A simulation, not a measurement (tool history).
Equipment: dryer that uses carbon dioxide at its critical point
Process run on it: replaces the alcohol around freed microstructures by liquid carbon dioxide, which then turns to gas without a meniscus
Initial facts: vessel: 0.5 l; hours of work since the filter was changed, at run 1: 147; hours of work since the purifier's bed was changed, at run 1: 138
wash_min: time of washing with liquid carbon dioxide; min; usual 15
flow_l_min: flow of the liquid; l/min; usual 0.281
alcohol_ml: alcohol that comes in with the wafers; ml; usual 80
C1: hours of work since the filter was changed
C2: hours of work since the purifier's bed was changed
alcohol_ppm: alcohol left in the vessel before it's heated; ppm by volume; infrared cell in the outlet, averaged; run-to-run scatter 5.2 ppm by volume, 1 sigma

{"run": 1, "hour": 0.0, "wash_min": 15, "flow_l_min": 0.281, "alcohol_ml": 80, "C1": 147, "C2": 138, "alcohol_ppm": 139}
{"run": 2, "hour": 5.4, "wash_min": 15, "flow_l_min": 0.281, "alcohol_ml": 80, "C1": 149, "C2": 141, "alcohol_ppm": 144}
{"run": 3, "hour": 13.2, "wash_min": 12, "flow_l_min": 0.281, "alcohol_ml": 80, "C1": 154, "C2": 145, "alcohol_ppm": 514}
{"run": 4, "hour": 23.4, "wash_min": 12, "flow_l_min": 0.281, "alcohol_ml": 80, "C1": 159, "C2": 151, "alcohol_ppm": 516}
{"run": 5, "hour": 31.7, "wash_min": 12, "flow_l_min": 0.281, "alcohol_ml": 80, "C1": 164, "C2": 155, "alcohol_ppm": 534}
{"run": 6, "hour": 40.5, "wash_min": 12, "flow_l_min": 0.281, "alcohol_ml": 80, "C1": 169, "C2": 160, "alcohol_ppm": 527}
{"run": 7, "hour": 46.5, "wash_min": 12, "flow_l_min": 0.281, "alcohol_ml": 80, "C1": 172, "C2": 163, "alcohol_ppm": 540}
{"run": 8, "hour": 54.6, "wash_min": 12, "flow_l_min": 0.281, "alcohol_ml": 80, "C1": 176, "C2": 168, "alcohol_ppm": 531}
{"run": 9, "hour": 64.5, "wash_min": 12, "flow_l_min": 0.281, "alcohol_ml": 80, "C1": 182, "C2": 173, "alcohol_ppm": 559}
{"run": 10, "hour": 73.3, "wash_min": 12, "flow_l_min": 0.281, "alcohol_ml": 80, "C1": 187, "C2": 178, "alcohol_ppm": 559}
{"run": 11, "hour": 80.9, "wash_min": 15, "flow_l_min": 0.201, "alcohol_ml": 80, "C1": 191, "C2": 182, "alcohol_ppm": 1114}
{"run": 12, "hour": 92.4, "wash_min": 15, "flow_l_min": 0.201, "alcohol_ml": 80, "C1": 197, "C2": 188, "alcohol_ppm": 1110}
{"run": 13, "hour": 104.0, "wash_min": 15, "flow_l_min": 0.201, "alcohol_ml": 80, "C1": 203, "C2": 195, "alcohol_ppm": 1121}
{"run": 14, "hour": 114.0, "wash_min": 15, "flow_l_min": 0.201, "alcohol_ml": 80, "C1": 209, "C2": 200, "alcohol_ppm": 1129}
{"run": 15, "hour": 121.8, "wash_min": 15, "flow_l_min": 0.281, "alcohol_ml": 80, "C1": 213, "C2": 204, "alcohol_ppm": 174}
{"run": 16, "hour": 127.8, "wash_min": 15, "flow_l_min": 0.281, "alcohol_ml": 80, "C1": 216, "C2": 208, "alcohol_ppm": 165}
{"run": 17, "hour": 134.4, "wash_min": 15, "flow_l_min": 0.281, "alcohol_ml": 34, "C1": 220, "C2": 211, "alcohol_ppm": 95}
{"run": 18, "hour": 141.5, "wash_min": 15, "flow_l_min": 0.281, "alcohol_ml": 34, "C1": 224, "C2": 215, "alcohol_ppm": 98}
{"run": 19, "hour": 147.3, "wash_min": 15, "flow_l_min": 0.281, "alcohol_ml": 80, "C1": 227, "C2": 218, "alcohol_ppm": 165}
{"run": 20, "hour": 157.9, "wash_min": 15, "flow_l_min": 0.28, "alcohol_ml": 80, "C1": 233, "C2": 224, "alcohol_ppm": 174}
{"run": 21, "hour": 165.0, "wash_min": 15, "flow_l_min": 0.28, "alcohol_ml": 80, "C1": 237, "C2": 228, "alcohol_ppm": 174}
{"run": 22, "hour": 171.9, "wash_min": 15, "flow_l_min": 0.28, "alcohol_ml": 80, "C1": 241, "C2": 232, "alcohol_ppm": 181}
{"run": 23, "hour": 179.8, "wash_min": 15, "flow_l_min": 0.213, "alcohol_ml": 34, "C1": 245, "C2": 236, "alcohol_ppm": 382}

Run 24 comes next. What will it give?
{"run": 24, "hour": 190.7, "wash_min": 15, "flow_l_min": 0.213, "alcohol_ml": 34, "C1": 251, "C2": 242, "alcohol_ppm": "?"}

Run 24 gave alcohol_ppm 389 ppm by volume.
Minus the tool's unlogged condition, the same run would have read alcohol_ppm 242 ppm by volume.
